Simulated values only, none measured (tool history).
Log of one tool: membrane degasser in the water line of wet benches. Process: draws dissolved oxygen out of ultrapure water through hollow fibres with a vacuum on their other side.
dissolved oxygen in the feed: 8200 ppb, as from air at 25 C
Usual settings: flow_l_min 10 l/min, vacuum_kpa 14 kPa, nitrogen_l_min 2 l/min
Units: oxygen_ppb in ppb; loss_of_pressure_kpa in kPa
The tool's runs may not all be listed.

Run 1, hour 0: usual settings. Result: oxygen_ppb 160.1 ppb, loss_of_pressure_kpa 56.67 kPa.
Run 2, hour 66.9: usual settings. Result: oxygen_ppb 160.1 ppb, loss_of_pressure_kpa 57 kPa.
Run 3, hour 152.4: usual settings but flow_l_min 13 l/min. Result: oxygen_ppb 250 ppb, loss_of_pressure_kpa 74.06 kPa.
Run 4, hour 286.2: usual settings but flow_l_min 13 l/min. Result: oxygen_ppb 249.7 ppb, loss_of_pressure_kpa 74.32 kPa.
Run 5, hour 431.2: usual settings but flow_l_min 13 l/min. Result: oxygen_ppb 251.1 ppb, loss_of_pressure_kpa 74.03 kPa.
Run 6, hour 560.2: usual settings. Result: oxygen_ppb 161.6 ppb, loss_of_pressure_kpa 56.94 kPa.
Run 7, hour 721.7: usual settings. Result: oxygen_ppb 161.3 ppb, loss_of_pressure_kpa 56.99 kPa.
Run 8, hour 832.1: usual settings. Result: oxygen_ppb 162.5 ppb, loss_of_pressure_kpa 57.02 kPa.
Run 9, hour 959: usual settings. Result: oxygen_ppb 156.9 ppb, loss_of_pressure_kpa 56.91 kPa.
Run 10, hour 1123.5: usual settings. Result: oxygen_ppb 157.3 ppb, loss_of_pressure_kpa 56.92 kPa.
Run 11, hour 1270.2: usual settings. Result: oxygen_ppb 158 ppb, loss_of_pressure_kpa 57.21 kPa.
Run 12, hour 1351.7: usual settings. Result: oxygen_ppb 157.9 ppb, loss_of_pressure_kpa 57.33 kPa.
Run 13, hour 1497.2: usual settings. Result: oxygen_ppb 157.7 ppb, loss_of_pressure_kpa 57.03 kPa.
Run 14, hour 1596.9: usual settings but vacuum_kpa 10.1 kPa. Result: oxygen_ppb 111.8 ppb, loss_of_pressure_kpa 57.35 kPa.
Run 15, hour 1719: usual settings but nitrogen_l_min 3.03 l/min. Result: oxygen_ppb 114 ppb, loss_of_pressure_kpa 57.27 kPa.
Run 16, hour 1790.3: usual settings but nitrogen_l_min 3.03 l/min. Result: oxygen_ppb 115 ppb, loss_of_pressure_kpa 57.42 kPa.
Run 17, hour 1937: usual settings but flow_l_min 8 l/min, nitrogen_l_min 3.03 l/min. Result: oxygen_ppb 79.2 ppb, loss_of_pressure_kpa 45.86 kPa.
Run 18, hour 2097.4: usual settings but flow_l_min 16 l/min, vacuum_kpa 20.1 kPa, nitrogen_l_min 1.32 l/min. Result: oxygen_ppb 620 ppb, loss_of_pressure_kpa 92.13 kPa.
Run 19, hour 2178: usual settings but vacuum_kpa 10 kPa, nitrogen_l_min 2.46 l/min. Result: oxygen_ppb 94.9 ppb, loss_of_pressure_kpa 57.61 kPa.
Run 20, hour 2288: usual settings but flow_l_min 7 l/min, vacuum_kpa 10 kPa, nitrogen_l_min 2.46 l/min. Result: oxygen_ppb 52.6 ppb, loss_of_pressure_kpa 40.12 kPa.
Run 21, hour 2356: usual settings but flow_l_min 7 l/min, vacuum_kpa 10 kPa, nitrogen_l_min 1.28 l/min. Result: oxygen_ppb 95.7 ppb, loss_of_pressure_kpa 40.37 kPa.
Run 22, hour 2494.7: usual settings but flow_l_min 11 l/min, nitrogen_l_min 2.3 l/min. Result: oxygen_ppb 168.7 ppb, loss_of_pressure_kpa 63.37 kPa.
Run 23, hour 2565.2: usual settings but flow_l_min 11 l/min, nitrogen_l_min 2.3 l/min. Result: oxygen_ppb 167.9 ppb, loss_of_pressure_kpa 63.25 kPa.
Run 24, hour 2650: usual settings but flow_l_min 11 l/min, nitrogen_l_min 0.91 l/min. Result: oxygen_ppb 340.6 ppb, loss_of_pressure_kpa 63.3 kPa.
Run 25, hour 2782.9: usual settings but flow_l_min 8 l/min, nitrogen_l_min 2.85 l/min. Result: oxygen_ppb 85.5 ppb, loss_of_pressure_kpa 46.17 kPa.
Run 26, hour 2860.3: usual settings but flow_l_min 8 l/min, nitrogen_l_min 2.85 l/min. Result: oxygen_ppb 85.3 ppb, loss_of_pressure_kpa 46.32 kPa.
Run 27, hour 2980.3: usual settings but flow_l_min 8 l/min, vacuum_kpa 32.7 kPa, nitrogen_l_min 2.85 l/min. Result: oxygen_ppb 214.9 ppb, loss_of_pressure_kpa 46.39 kPa.
Run 28, hour 3132.5: usual settings but flow_l_min 7 l/min, vacuum_kpa 13.2 kPa, nitrogen_l_min 4.86 l/min. Result: oxygen_ppb 41.3 ppb, loss_of_pressure_kpa 40.76 kPa.
Run 29, hour 3298.1: usual settings but flow_l_min 7 l/min, vacuum_kpa 13.2 kPa, nitrogen_l_min 4.86 l/min. Result: oxygen_ppb 41.2 ppb, loss_of_pressure_kpa 40.66 kPa.
Run 30, hour 3380.1: usual settings but flow_l_min 7 l/min, vacuum_kpa 13.2 kPa, nitrogen_l_min 4.86 l/min. Result: oxygen_ppb 41.4 ppb, loss_of_pressure_kpa 40.63 kPa.
Run 31, hour 3534.9: usual settings but flow_l_min 7 l/min, vacuum_kpa 13.2 kPa, nitrogen_l_min 4.86 l/min. Result: oxygen_ppb 41.4 ppb, loss_of_pressure_kpa 40.4 kPa.
Run 32, hour 3687.1: usual settings but flow_l_min 7 l/min. Result: oxygen_ppb 100.5 ppb, loss_of_pressure_kpa 40.6 kPa.

Taken out of this log: 2 entries between the listed runs. Where each belongs, and how the hidden state differs across it:
Between runs 8 and 9: seals of the vacuum lines changed (hour 956)
  membrane still open, %: 97 -> 96.9; true pressure behind the membrane over the reading, kPa: 0.1 -> 0.11; air that leaks in behind the membrane, l/min: 0.0163 -> 0.0015
  measured less the result without the state, oxygen_ppb: +10.6 -> +5.3 ppb; loss_of_pressure_kpa: +1.72 -> +1.76 kPa
Between runs 14 and 15: vacuum gauge calibrated (hour 1636.5)
  membrane still open, %: 96.6 -> 96.5; true pressure behind the membrane over the reading, kPa: 0.13 -> 0.03; air that leaks in behind the membrane, l/min: 0.0038 -> 0.0042
  measured less the result without the state, oxygen_ppb: +6.7 -> +5.6 ppb; loss_of_pressure_kpa: +1.95 -> +1.99 kPa

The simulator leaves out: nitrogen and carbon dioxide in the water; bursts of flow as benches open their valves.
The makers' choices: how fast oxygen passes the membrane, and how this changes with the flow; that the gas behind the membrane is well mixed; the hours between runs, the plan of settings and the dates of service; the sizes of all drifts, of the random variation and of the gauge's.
